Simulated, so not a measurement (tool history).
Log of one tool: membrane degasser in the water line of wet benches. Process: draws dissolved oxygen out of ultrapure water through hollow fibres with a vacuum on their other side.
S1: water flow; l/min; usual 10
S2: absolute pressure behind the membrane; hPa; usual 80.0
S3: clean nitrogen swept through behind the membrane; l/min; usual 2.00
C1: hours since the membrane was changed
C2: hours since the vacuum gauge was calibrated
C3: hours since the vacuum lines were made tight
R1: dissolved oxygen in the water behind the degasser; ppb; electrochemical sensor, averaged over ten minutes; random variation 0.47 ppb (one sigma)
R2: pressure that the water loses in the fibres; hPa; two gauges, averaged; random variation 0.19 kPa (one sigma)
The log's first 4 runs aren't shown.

run,hour,S1,S2,S3,C1,C2,C3,R1,R2
5,646.7,9,80.0,2.00,1115,3919,1984,54.1,335.9
6,783.6,10,75.9,2.00,1252,4056,2121,56.5,373.8
7,889.1,10,171.5,2.00,1357,4161,2226,173.3,372.1
8,1079.8,10,171.5,2.00,1548,4352,2417,169.3,371.8
9,1247.9,10,171.5,2.00,1716,4520,2585,171.5,369.4
10,1456.2,10,80.0,2.00,1924,4729,2793,61.0,370.1
11,1586.9,10,80.0,2.00,2055,4859,2924,61.6,373.7
12,1792.8,10,80.0,2.00,2261,5065,3130,60.9,370.4
# hour 1862.5: vacuum gauge calibrated
13,2018.0,10,80.0,2.00,2486,156,3355,61.3,364.5
14,2248.3,10,80.0,2.00,2716,386,3585,61.3,368.7
15,2349.0,10,80.0,2.00,2816,486,3686,60.9,370.5
16,2494.2,10,80.0,2.00,2962,632,3831,60.4,367.3
17,2680.7,10,67.6,2.00,3148,818,4017,46.2,367.1
18,2920.9,10,67.6,2.00,3388,1058,4258,45.8,369.2
19,3033.6,15,143.9,1.47,3501,1171,4370,289.6,550.7
20,3142.0,15,121.3,4.59,3609,1279,4479,101.4,551.1
21,3241.9,15,121.3,4.59,3709,1379,4579,101.1,550.5
22,3421.3,9,121.3,0.84,3889,1559,4758,221.9,331.5
23,3656.9,6,117.6,1.08,4124,1794,4993,113.3,219.0
24,3803.5,6,117.6,1.08,4271,1941,5140,114.1,221.5
25,3928.8,8,189.7,2.00,4396,2066,5265,154.3,293.4
26,4026.6,10,189.7,1.07,4494,2164,5363,342.2,365.4
27,4238.3,10,133.5,2.00,4706,2376,5575,124.4,364.0
28,4415.2,10,157.4,0.83,4883,2553,5752,340.4,366.2
29,4612.0,6,157.4,1.46,5079,2749,5949,125.6,219.9

Run 30 comes next. What will it give?
30,4729.1,16,157.4,1.46,5197,2867,6066,?,?

{"run 30": {"R1": 352.5, "R2": 583.6}}
Without the tool's hidden state the same run would have given R1 352.4 ppb, R2 596.3 hPa.

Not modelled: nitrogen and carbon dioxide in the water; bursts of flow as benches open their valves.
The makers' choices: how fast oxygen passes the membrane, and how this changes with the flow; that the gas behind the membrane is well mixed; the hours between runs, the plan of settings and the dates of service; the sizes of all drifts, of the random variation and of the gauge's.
